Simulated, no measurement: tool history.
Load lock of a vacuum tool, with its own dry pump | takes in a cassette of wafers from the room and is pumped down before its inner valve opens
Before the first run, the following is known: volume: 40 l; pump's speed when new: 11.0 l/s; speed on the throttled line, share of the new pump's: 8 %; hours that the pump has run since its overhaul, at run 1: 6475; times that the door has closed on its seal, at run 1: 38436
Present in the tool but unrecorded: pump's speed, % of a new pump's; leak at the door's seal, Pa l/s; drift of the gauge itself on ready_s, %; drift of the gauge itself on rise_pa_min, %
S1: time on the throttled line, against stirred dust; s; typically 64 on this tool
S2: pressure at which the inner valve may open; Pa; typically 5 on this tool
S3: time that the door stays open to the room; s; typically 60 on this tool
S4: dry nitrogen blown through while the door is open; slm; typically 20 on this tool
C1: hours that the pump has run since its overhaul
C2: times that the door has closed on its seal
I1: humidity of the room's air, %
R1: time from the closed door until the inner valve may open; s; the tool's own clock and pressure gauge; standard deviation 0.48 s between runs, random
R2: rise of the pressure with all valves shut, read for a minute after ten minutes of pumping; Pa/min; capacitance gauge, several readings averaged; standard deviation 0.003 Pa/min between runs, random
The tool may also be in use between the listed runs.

Run 1, hour 0.0: usual settings; C1 6475; C2 38436; I1 47.3. Result: R1 99.2 s, R2 0.261 Pa/min.
Run 2, hour 519.9: usual settings; C1 6995; C2 40002; I1 47.3. Result: R1 99.2 s, R2 0.277 Pa/min.
Run 3, hour 835.0: usual settings; C1 7310; C2 40950; I1 49.9. Result: R1 100.2 s, R2 0.291 Pa/min.
Run 4, hour 1228.6: usual settings; C1 7704; C2 42136; I1 46.4. Result: R1 100.3 s, R2 0.295 Pa/min.
Run 5, hour 1482.7: usual settings; C1 7958; C2 42901; I1 45.8. Result: R1 100.9 s, R2 0.304 Pa/min.
Run 6, hour 1804.9: usual settings but S3 110 s; C1 8280; C2 43871; I1 45.0. Result: R1 101.5 s, R2 0.323 Pa/min.
Run 7, hour 2148.0: usual settings but S1 37 s, S3 155 s; C1 8623; C2 44904; I1 41.3. Result: R1 76.8 s, R2 0.328 Pa/min.
Run 8, hour 2600.7: usual settings but S4 13 slm; C1 9076; C2 46268; I1 50.8. Result: R1 102.6 s, R2 0.340 Pa/min.

What does the tool deliver on the next run?
Run 9, hour 2877.1: usual settings but S4 13 slm; C1 9352; C2 47100; I1 45.3. Result: R1 ?, R2 ?.

Run 9 measured R1 103.2 s, R2 0.349 Pa/min.
If the tool had no hidden condition, the same run with the same run-to-run variation would have returned R1 96.4 s, R2 0.036 Pa/min.

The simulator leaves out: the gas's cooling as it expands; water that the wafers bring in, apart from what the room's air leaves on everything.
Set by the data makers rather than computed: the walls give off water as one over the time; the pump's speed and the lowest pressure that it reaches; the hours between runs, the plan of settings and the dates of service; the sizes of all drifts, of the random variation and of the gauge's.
